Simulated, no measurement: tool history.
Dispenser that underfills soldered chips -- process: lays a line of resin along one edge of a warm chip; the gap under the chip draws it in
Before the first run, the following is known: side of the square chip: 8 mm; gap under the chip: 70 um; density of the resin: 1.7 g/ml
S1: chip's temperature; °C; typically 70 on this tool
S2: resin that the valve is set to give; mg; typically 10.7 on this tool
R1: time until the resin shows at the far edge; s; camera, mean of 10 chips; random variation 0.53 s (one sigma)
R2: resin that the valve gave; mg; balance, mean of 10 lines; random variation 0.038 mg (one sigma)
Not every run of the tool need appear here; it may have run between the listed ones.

run   hour  S1    S2     R1     R2
  1    0.0  70  10.7   61.6  10.53
  2    6.8  84  10.7   52.5  10.48
       8.1  -- new syringe of resin
  3   11.3  70  10.7   54.3  10.47
  4   16.0  70   9.3   71.1   9.03
  5   19.3  70  10.7   80.5  10.38
      22.5  -- new syringe of resin
  6   26.5  70  11.4   55.9  11.05
  7   32.6  70  10.7   76.0  10.30
      37.3  -- new syringe of resin
  8   39.4  70  11.3   50.5  10.91
  9   44.3  70   9.9   66.4   9.47
 10   51.1  70  10.5   92.2  10.07
      52.1  -- new syringe of resin
 11   57.4  84  10.7   36.5  10.20
      61.3  -- dispensing valve cleaned and set on the balance
 12   63.6  70  10.4   78.6  10.33
      68.1  -- new syringe of resin
 13   69.8  70  10.4   50.7  10.37
 14   77.8  70  10.4   74.9  10.38
 15   81.7  70  10.4   92.4  10.32
      82.9  -- new syringe of resin
 16   85.7  65  10.7   64.2  10.64
 17   91.5  70  10.7   68.4  10.55
 18   95.0  70  10.7   84.5  10.50
      97.3  -- new syringe of resin
 19  100.6  70  10.7   53.8  10.49
 20  108.8  67  11.9   90.2  11.70
     112.1  -- new syringe of resin
 21  113.9  58  10.6   80.1  10.35
 22  118.0  56  10.7  105.7  10.43
 23  124.1  70  10.3   83.5  10.00
     126.7  -- new syringe of resin
 24  129.3  73  12.4   47.1  12.03
 25  136.8  64   9.1  101.0   8.78
     141.5  -- new syringe of resin
 26  142.2  82  13.8   30.0  13.27
 27  148.5  70  10.5   67.0  10.13
 28  154.3  84  13.3   51.9  12.75
     156.3  -- new syringe of resin
 29  161.5  84  13.3   35.5  12.71
     165.3  -- dispensing valve cleaned and set on the balance
 30  166.7  67  10.7   82.7  10.70
     172.0  -- new syringe of resin
 31  172.1  67  10.7   53.3  10.67
 32  178.9  77   9.5   52.8   9.49
 33  184.6  82  10.6   56.5  10.49
     186.8  -- new syringe of resin
 34  189.8  59  10.7   84.7  10.58
 35  193.7  59  10.7  100.5  10.56
     201.5  -- new syringe of resin
 36  202.1  56  13.4   81.3  13.16

Below are 4 alternative next runs, each starting from the tool's condition after run 36. Predict each:
  A  210.1  64  11.5   ?   ?
  B  210.1  81  13.1   ?   ?
  C  210.1  72  10.7   ?   ?
  D  210.1  64  13.0   ?   ?

run    R1     R2
  A  89.8  11.25
  B  47.5  12.86
  C  67.2  10.42
  D  88.0  12.72
Without the tool's unlogged condition, the same runs would have read:
run    R1     R2
  A  54.9  11.49
  B  29.4  13.14
  C  41.1  10.64
  D  54.0  12.99
